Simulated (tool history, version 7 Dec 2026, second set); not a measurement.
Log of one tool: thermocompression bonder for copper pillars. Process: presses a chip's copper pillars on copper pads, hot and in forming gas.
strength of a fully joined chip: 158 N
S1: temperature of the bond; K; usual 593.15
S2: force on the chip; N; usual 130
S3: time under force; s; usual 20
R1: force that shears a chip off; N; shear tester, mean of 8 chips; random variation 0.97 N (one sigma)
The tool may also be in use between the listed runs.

{"run": 1, "day": 0.0, "S1": 593.15, "S2": 130, "S3": 20, "R1": 79.5}
{"run": 2, "day": 2.062, "S1": 593.15, "S2": 130, "S3": 34, "R1": 94.2}
{"run": 3, "day": 3.729, "S1": 593.15, "S2": 130, "S3": 34, "R1": 91.1}
{"run": 4, "day": 6.929, "S1": 593.15, "S2": 130, "S3": 34, "R1": 86.3}
{"day": 7.246, "done": "forming gas filter changed"}
{"run": 5, "day": 10.054, "S1": 593.15, "S2": 130, "S3": 34, "R1": 89.8}
{"run": 6, "day": 12.5, "S1": 593.15, "S2": 130, "S3": 20, "R1": 73.2}
{"run": 7, "day": 15.117, "S1": 593.15, "S2": 130, "S3": 20, "R1": 74.6}
{"day": 15.442, "done": "heater calibrated with a thermocouple chip"}
{"day": 16.783, "done": "forming gas filter changed"}
{"run": 8, "day": 17.5, "S1": 593.15, "S2": 130, "S3": 20, "R1": 74.7}
{"run": 9, "day": 20.121, "S1": 593.15, "S2": 130, "S3": 20, "R1": 74.6}
{"day": 20.408, "done": "force cell calibrated"}
{"run": 10, "day": 23.229, "S1": 593.15, "S2": 130, "S3": 20, "R1": 76.4}
{"run": 11, "day": 25.792, "S1": 593.15, "S2": 130, "S3": 20, "R1": 75.1}
{"day": 26.354, "done": "forming gas filter changed"}
{"run": 12, "day": 29.104, "S1": 593.15, "S2": 186, "S3": 33, "R1": 118.9}
{"day": 30.908, "done": "heater calibrated with a thermocouple chip, once more"}
{"run": 13, "day": 32.529, "S1": 593.15, "S2": 146, "S3": 28, "R1": 96.0}
{"run": 14, "day": 35.458, "S1": 593.15, "S2": 146, "S3": 28, "R1": 91.5}
{"day": 35.979, "done": "forming gas filter changed"}
{"run": 15, "day": 38.738, "S1": 591.15, "S2": 97, "S3": 20, "R1": 58.7}
{"run": 16, "day": 42.171, "S1": 612.15, "S2": 159, "S3": 24, "R1": 105.6}
{"run": 17, "day": 44.95, "S1": 612.15, "S2": 130, "S3": 43, "R1": 103.2}
{"day": 45.608, "done": "forming gas filter changed"}
{"run": 18, "day": 48.254, "S1": 623.15, "S2": 127, "S3": 43, "R1": 113.2}
{"run": 19, "day": 50.667, "S1": 593.15, "S2": 130, "S3": 19, "R1": 73.9}
{"run": 20, "day": 53.325, "S1": 574.15, "S2": 89, "S3": 26, "R1": 47.2}
{"day": 55.246, "done": "forming gas filter changed"}
{"run": 21, "day": 55.946, "S1": 569.15, "S2": 141, "S3": 18, "R1": 66.6}

Forecast each of these 3 alternatives for the next run:
{"run": "A", "day": 58.617, "S1": 584.15, "S2": 117, "S3": 50, "R1": "?"}
{"run": "B", "day": 58.617, "S1": 609.15, "S2": 103, "S3": 37, "R1": "?"}
{"run": "C", "day": 58.617, "S1": 617.15, "S2": 134, "S3": 24, "R1": "?"}

run=A R1=86.5
run=B R1=84.2
run=C R1=92.3
Without the tool's hidden state the same runs would have given:
run=A R1=95.9
run=B R1=93.5
run=C R1=101.7
